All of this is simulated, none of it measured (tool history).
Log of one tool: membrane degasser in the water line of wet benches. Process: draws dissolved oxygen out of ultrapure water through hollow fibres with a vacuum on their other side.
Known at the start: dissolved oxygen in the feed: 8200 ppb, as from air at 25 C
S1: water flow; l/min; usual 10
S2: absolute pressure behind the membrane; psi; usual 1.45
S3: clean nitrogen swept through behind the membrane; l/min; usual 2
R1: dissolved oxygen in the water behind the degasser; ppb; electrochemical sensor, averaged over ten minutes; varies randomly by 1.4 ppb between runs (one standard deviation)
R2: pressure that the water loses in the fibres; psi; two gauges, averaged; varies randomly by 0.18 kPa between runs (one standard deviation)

{"run": 1, "hour": 0.0, "S1": 10, "S2": 1.45, "S3": 2, "R1": 141.9, "R2": 4.602}
{"run": 2, "hour": 112.7, "S1": 10, "S2": 1.45, "S3": 2, "R1": 141.7, "R2": 4.646}
{"run": 3, "hour": 252.1, "S1": 10, "S2": 1.45, "S3": 2, "R1": 139.3, "R2": 4.603}
{"run": 4, "hour": 366.6, "S1": 10, "S2": 1.45, "S3": 2, "R1": 142.6, "R2": 4.617}
{"run": 5, "hour": 533.5, "S1": 10, "S2": 1.45, "S3": 2, "R1": 141.5, "R2": 4.567}
{"run": 6, "hour": 652.1, "S1": 10, "S2": 1.45, "S3": 2, "R1": 142.4, "R2": 4.608}
{"run": 7, "hour": 795.2, "S1": 10, "S2": 1.45, "S3": 2, "R1": 138.1, "R2": 4.609}
{"run": 8, "hour": 875.5, "S1": 15, "S2": 1.48, "S3": 2, "R1": 238.7, "R2": 6.898}
{"run": 9, "hour": 962.0, "S1": 10, "S2": 2.57, "S3": 1.06, "R1": 378.4, "R2": 4.569}
{"run": 10, "hour": 1112.9, "S1": 13, "S2": 3.07, "S3": 0.91, "R1": 651.5, "R2": 6.031}
{"run": 11, "hour": 1185.6, "S1": 10, "S2": 1.8, "S3": 2, "R1": 170.9, "R2": 4.588}
{"run": 12, "hour": 1276.8, "S1": 9, "S2": 3, "S3": 1.75, "R1": 269.7, "R2": 4.173}
{"run": 13, "hour": 1367.6, "S1": 9, "S2": 3, "S3": 1.75, "R1": 270.2, "R2": 4.151}
{"run": 14, "hour": 1477.7, "S1": 9, "S2": 3, "S3": 1.75, "R1": 262.1, "R2": 4.109}

Put back what was entered between runs (1 entry, withheld): which listed runs does each sit between, and how does the hidden state differ from the listed run before to the listed run after?
Between runs 13 and 14: seals of the vacuum lines changed (hour 1422.7)
  membrane still open, %: 97.9 -> 97.8; air that leaks in behind the membrane, l/min: 0.0202 -> 0.0033
  difference, measured minus the result without the unlogged condition, R1: +17.4 -> +6.4 ppb; R2: +0.088 -> +0.09 psi

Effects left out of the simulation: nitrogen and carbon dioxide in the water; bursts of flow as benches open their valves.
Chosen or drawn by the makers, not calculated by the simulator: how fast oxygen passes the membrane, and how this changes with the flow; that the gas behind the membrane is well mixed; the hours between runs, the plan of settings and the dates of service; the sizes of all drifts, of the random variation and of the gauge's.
